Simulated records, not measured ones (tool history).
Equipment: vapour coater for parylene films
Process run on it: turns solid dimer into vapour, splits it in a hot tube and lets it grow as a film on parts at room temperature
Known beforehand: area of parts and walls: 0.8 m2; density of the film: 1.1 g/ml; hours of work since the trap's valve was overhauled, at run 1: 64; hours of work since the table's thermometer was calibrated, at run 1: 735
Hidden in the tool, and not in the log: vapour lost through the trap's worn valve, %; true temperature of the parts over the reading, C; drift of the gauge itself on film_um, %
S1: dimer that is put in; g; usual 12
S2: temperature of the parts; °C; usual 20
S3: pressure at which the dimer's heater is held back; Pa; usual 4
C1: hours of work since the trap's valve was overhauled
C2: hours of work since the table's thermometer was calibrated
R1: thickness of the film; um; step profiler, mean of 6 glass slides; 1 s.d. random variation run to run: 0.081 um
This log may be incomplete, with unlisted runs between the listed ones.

run 1 hour=0 | S1=12 S2=20 S3=4 | C1=64 C2=735 | R1=9.81
run 2 hour=28.6 | S1=12 S2=20 S3=4 | C1=79 C2=750 | R1=9.88
run 3 hour=58.3 | S1=12 S2=20 S3=4 | C1=95 C2=765 | R1=9.81
run 4 hour=81.1 | S1=12 S2=20 S3=4 | C1=106 C2=777 | R1=9.77
run 5 hour=122 | S1=7 S2=20 S3=4 | C1=128 C2=798 | R1=5.83
run 6 hour=145.4 | S1=7 S2=20 S3=4 | C1=140 C2=810 | R1=5.83
run 7 hour=182.1 | S1=11 S2=20 S3=4 | C1=159 C2=829 | R1=9.09
run 8 hour=217.9 | S1=12 S2=20 S3=9.97 | C1=177 C2=847 | R1=9.35
run 9 hour=242.3 | S1=12 S2=20 S3=4 | C1=190 C2=860 | R1=9.9
run 10 hour=285.2 | S1=7 S2=20 S3=10.63 | C1=212 C2=882 | R1=5.44
run 11 hour=318.5 | S1=20 S2=30 S3=10.63 | C1=229 C2=899 | R1=10.78
run 12 hour=359.5 | S1=21 S2=14 S3=8.75 | C1=250 C2=921 | R1=20.02
run 13 hour=395.9 | S1=7 S2=20 S3=3.81 | C1=269 C2=939 | R1=5.77
run 14 hour=418.7 | S1=11 S2=20 S3=4 | C1=281 C2=951 | R1=9.08
run 15 hour=460.5 | S1=7 S2=19 S3=9.31 | C1=303 C2=973 | R1=5.65

Each row is a separate what-if for the run after 15, all from the same tool condition, not one after another. Results?
run A hour=482.2 | S1=5 S2=19 S3=4.58 | C1=314 C2=984 | R1=?
run B hour=482.2 | S1=17 S2=18 S3=3.18 | C1=314 C2=984 | R1=?
run C hour=482.2 | S1=7 S2=19 S3=6.16 | C1=314 C2=984 | R1=?
run D hour=482.2 | S1=7 S2=19 S3=7.32 | C1=314 C2=984 | R1=?
run E hour=482.2 | S1=7 S2=17 S3=9.31 | C1=314 C2=984 | R1=?

run=A R1=4.18
run=B R1=15.14
run=C R1=5.82
run=D R1=5.73
run=E R1=6.1
Without the tool's hidden state the same runs would have given:
run=A R1=4.19
run=B R1=15.16
run=C R1=5.83
run=D R1=5.74
run=E R1=6.11
